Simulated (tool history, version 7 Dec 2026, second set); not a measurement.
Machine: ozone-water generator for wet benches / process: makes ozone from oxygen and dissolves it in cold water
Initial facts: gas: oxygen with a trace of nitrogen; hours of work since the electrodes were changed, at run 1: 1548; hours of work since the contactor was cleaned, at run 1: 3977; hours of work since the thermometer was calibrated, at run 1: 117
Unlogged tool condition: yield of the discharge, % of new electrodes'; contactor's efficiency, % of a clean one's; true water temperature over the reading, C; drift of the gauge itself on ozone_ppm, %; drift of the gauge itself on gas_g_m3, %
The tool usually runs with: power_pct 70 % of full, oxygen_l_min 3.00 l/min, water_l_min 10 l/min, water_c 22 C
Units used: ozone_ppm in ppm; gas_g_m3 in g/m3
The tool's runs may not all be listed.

run   hour  power_pct  oxygen_l_min  water_l_min  water_c  hours of work since the electrodes were changed  hours of work since the contactor was cleaned  hours of work since the thermometer was calibrated  ozone_ppm  gas_g_m3
  1    0.0         70          3.00           10       22                                             1548                                           3977                                                 117       15.7     165.8
  2   33.7         70          3.00           10       18                                             1579                                           4008                                                 148       16.8     164.4
  3   73.6         70          3.00           10       18                                             1617                                           4045                                                 185       16.7     165.1
  4  113.7         70          3.00           10       18                                             1654                                           4083                                                 223       16.4     166.0
  5  145.8         70          3.00           10       18                                             1684                                           4113                                                 253       16.6     166.3
  6  173.5         70          3.00           10       18                                             1710                                           4139                                                 279       16.7     165.2
  7  209.7         64          3.00           10       22                                             1744                                           4173                                                 313       14.9     156.0
  8  227.3         70          3.00           10       22                                             1761                                           4189                                                 329       15.6     165.7
  9  253.5         70          3.00           10       22                                             1785                                           4214                                                 354       15.4     162.8
 10  288.5         70          3.00           10       22                                             1818                                           4246                                                 386       15.4     162.5
 11  326.4         70          3.00           10       22                                             1853                                           4282                                                 422       15.6     162.5
 12  347.1         70          3.00           10       22                                             1873                                           4301                                                 441       15.3     162.3
 13  383.0         70          3.00           10       22                                             1906                                           4335                                                 475       15.2     161.7
 14  413.0         70          3.00           10       22                                             1934                                           4363                                                 503       15.5     162.1
 15  436.1         70          3.00           10       15                                             1956                                           4384                                                 524       17.1     162.7
 16  472.5         70          3.00           10       22                                             1990                                           4419                                                 558       15.1     164.0
 17  497.5         70          3.00           10       22                                             2013                                           4442                                                 582       15.2     162.8
 18  523.8         66          3.00           10       22                                             2038                                           4466                                                 606       14.7     155.9
 19  542.0         70          3.00           10       30                                             2055                                           4484                                                 623       13.4     162.7
 20  583.7         76          3.00            7       30                                             2094                                           4523                                                 662       17.5     171.2
 21  620.4         76          3.00            7       16                                             2128                                           4557                                                 697       22.8     170.1
 22  655.0         63          3.00           11       22                                             2161                                           4589                                                 729       13.2     151.0
 23  679.1         63          3.00           11       22                                             2183                                           4612                                                 752       13.2     151.0
 24  707.0         85          5.30            9       16                                             2209                                           4638                                                 778       17.9     124.2
 25  735.8         42          2.07            9       29                                             2236                                           4665                                                 805       11.4     151.6

Run 26 is up next; what results do you expect?
 26  758.0         42          2.07            9       29                                             2257                                           4686                                                 825          ?         ?

{"run 26": {"ozone_ppm": 11.4, "gas_g_m3": 150.9}}
Take away the tool's hidden state, keep the run-to-run variation as it was, and the same run would have given ozone_ppm 13.4 ppm, gas_g_m3 161.1 g/m3.
